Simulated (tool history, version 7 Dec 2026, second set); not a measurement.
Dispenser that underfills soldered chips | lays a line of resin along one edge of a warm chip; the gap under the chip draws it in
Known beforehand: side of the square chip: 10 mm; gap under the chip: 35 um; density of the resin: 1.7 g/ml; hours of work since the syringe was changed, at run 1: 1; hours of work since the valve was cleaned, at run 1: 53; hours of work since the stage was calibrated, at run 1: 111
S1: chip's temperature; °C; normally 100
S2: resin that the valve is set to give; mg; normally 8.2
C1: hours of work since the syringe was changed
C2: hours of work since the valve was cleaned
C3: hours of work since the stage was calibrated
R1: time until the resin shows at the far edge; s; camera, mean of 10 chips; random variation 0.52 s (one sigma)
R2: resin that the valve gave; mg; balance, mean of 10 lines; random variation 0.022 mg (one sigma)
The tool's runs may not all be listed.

Run 1, hour 0: usual settings; C1 1; C2 53; C3 111. Result: R1 48.6 s, R2 7.99 mg.
Run 2, hour 5.4: usual settings; C1 5; C2 57; C3 115. Result: R1 66.7 s, R2 7.99 mg.
Run 3, hour 12.7: usual settings; C1 10; C2 62; C3 120. Result: R1 104.6 s, R2 8 mg.
At hour 14.9: new syringe of resin.
Run 4, hour 20.8: usual settings; C1 4; C2 67; C3 126. Result: R1 61.5 s, R2 7.97 mg.
Run 5, hour 29.2: usual settings; C1 10; C2 73; C3 132. Result: R1 102.5 s, R2 7.94 mg.
At hour 31.3: new syringe of resin.
Run 6, hour 35.7: usual settings; C1 3; C2 78; C3 136. Result: R1 57 s, R2 7.9 mg.
Run 7, hour 41: usual settings; C1 7; C2 82; C3 140. Result: R1 77.3 s, R2 7.89 mg.
Run 8, hour 45.1: usual settings; C1 10; C2 85; C3 143. Result: R1 100.3 s, R2 7.86 mg.
At hour 47.6: new syringe of resin.
Run 9, hour 51.1: usual settings but S1 89 °C; C1 2; C2 89; C3 147. Result: R1 89.5 s, R2 7.9 mg.
Run 10, hour 56.3: usual settings; C1 6; C2 93; C3 151. Result: R1 77.2 s, R2 7.82 mg.
Run 11, hour 63: usual settings but S2 7.03 mg; C1 11; C2 97; C3 156. Result: R1 118.1 s, R2 6.72 mg.
At hour 63.9: new syringe of resin.
Run 12, hour 68.9: usual settings but S2 7.03 mg; C1 4; C2 101; C3 160. Result: R1 65.5 s, R2 6.74 mg.
Run 13, hour 77.4: usual settings but S2 7.03 mg; C1 10; C2 108; C3 166. Result: R1 106.6 s, R2 6.71 mg.
At hour 80.6: new syringe of resin.
Run 14, hour 87.7: usual settings but S2 7.03 mg; C1 5; C2 115; C3 173. Result: R1 73.4 s, R2 6.66 mg.
At hour 94.3: dispensing valve cleaned and set on the balance.
Run 15, hour 96.2: usual settings but S1 111 °C; C1 11; C2 1; C3 179. Result: R1 65.5 s, R2 8.2 mg.
At hour 97.9: new syringe of resin.
Run 16, hour 105.5: usual settings but S1 88 °C; C1 5; C2 8; C3 185. Result: R1 122.1 s, R2 8.18 mg.
Run 17, hour 109.8: usual settings but S2 9.65 mg; C1 9; C2 11; C3 188. Result: R1 88.4 s, R2 9.65 mg.
At hour 114.5: new syringe of resin.
Run 18, hour 118.8: usual settings but S2 9.65 mg; C1 3; C2 17; C3 194. Result: R1 56.6 s, R2 9.59 mg.
Run 19, hour 128.4: usual settings but S1 102 °C, S2 8.17 mg; C1 10; C2 24; C3 201. Result: R1 93.9 s, R2 8.09 mg.
At hour 130.9: new syringe of resin.
Run 20, hour 135.2: usual settings but S1 102 °C, S2 8.17 mg; C1 3; C2 29; C3 206. Result: R1 53.3 s, R2 8.08 mg.
Run 21, hour 141.5: usual settings but S1 102 °C, S2 8.17 mg; C1 8; C2 33; C3 210. Result: R1 78.5 s, R2 8.07 mg.
Run 22, hour 146: usual settings but S1 102 °C, S2 10.57 mg; C1 11; C2 37; C3 214. Result: R1 97.4 s, R2 10.41 mg.
At hour 147.7: new syringe of resin.
Run 23, hour 151.3: usual settings but S2 10.3 mg; C1 3; C2 40; C3 217. Result: R1 54.6 s, R2 10.16 mg.
Run 24, hour 160: usual settings but S1 94 °C, S2 8.97 mg; C1 9; C2 46; C3 224. Result: R1 121.3 s, R2 8.83 mg.
At hour 164: new syringe of resin.
Run 25, hour 166.5: usual settings but S1 94 °C, S2 8.97 mg; C1 2; C2 51; C3 228. Result: R1 66.8 s, R2 8.74 mg.
Run 26, hour 174.7: usual settings but S1 108 °C, S2 10.17 mg; C1 8; C2 57; C3 234. Result: R1 57.9 s, R2 9.93 mg.
At hour 180.5: new syringe of resin.
Run 27, hour 183.8: usual settings but S1 108 °C, S2 10.17 mg; C1 2; C2 63; C3 240. Result: R1 39.1 s, R2 9.91 mg.
Run 28, hour 193.1: usual settings but S1 88 °C, S2 7.45 mg; C1 9; C2 70; C3 247. Result: R1 170.9 s, R2 7.22 mg.
At hour 196.9: new syringe of resin.
Run 29, hour 200: usual settings but S1 90 °C, S2 10.4 mg; C1 2; C2 75; C3 252. Result: R1 83.5 s, R2 10.1 mg.
Run 30, hour 206.7: usual settings but S1 91 °C, S2 8.88 mg; C1 7; C2 79; C3 257. Result: R1 119.3 s, R2 8.54 mg.
At hour 213.5: new syringe of resin.
Run 31, hour 217: usual settings but S1 106 °C, S2 8.27 mg; C1 2; C2 87; C3 264. Result: R1 42.4 s, R2 7.96 mg.
Run 32, hour 226.2: usual settings but S1 85 °C, S2 8.27 mg; C1 9; C2 93; C3 270. Result: R1 192 s, R2 7.98 mg.
At hour 229.8: new syringe of resin.
Run 33, hour 235: usual settings but S1 110 °C, S2 9.6 mg; C1 4; C2 99; C3 276. Result: R1 39.7 s, R2 9.2 mg.
Run 34, hour 241.7: usual settings but S1 110 °C, S2 9.6 mg; C1 9; C2 104; C3 281. Result: R1 60.5 s, R2 9.21 mg.
At hour 246: new syringe of resin.
Run 35, hour 247.6: usual settings but S1 101 °C, S2 7.16 mg; C1 1; C2 108; C3 285. Result: R1 50.2 s, R2 6.85 mg.
Run 36, hour 253.2: usual settings but S1 91 °C, S2 10.49 mg; C1 5; C2 112; C3 289. Result: R1 103.3 s, R2 9.95 mg.

Some steps in R1, run to run, broken into two amounts with sign: the step expected even without the hidden condition (settings, incoming material, random variation), and the rest, left for the hidden condition together with whatever gauge scatter is not in both the measured and the hidden-condition-free result:
Hidden conditions of the tool in this case: resin's viscosity, % of fresh resin's; dose that the valve gives, % of what is set; true chip temperature over the reading, C; drift of the gauge itself on fill_s, %; drift of the gauge itself on given_mg, %.
Run 27 -> 28: S1 108 -> 88, S2 10.17 -> 7.45. R1 +131.8 s: hidden state +88.2, all else +43.6.
Run 31 -> 32: S1 106 -> 85. R1 +149.6 s: hidden state +99.1, all else +50.5.
Run 32 -> 33: S1 85 -> 110, S2 8.27 -> 9.6, new syringe of resin. R1 -152.3 s: hidden state -96.9, all else -55.4.
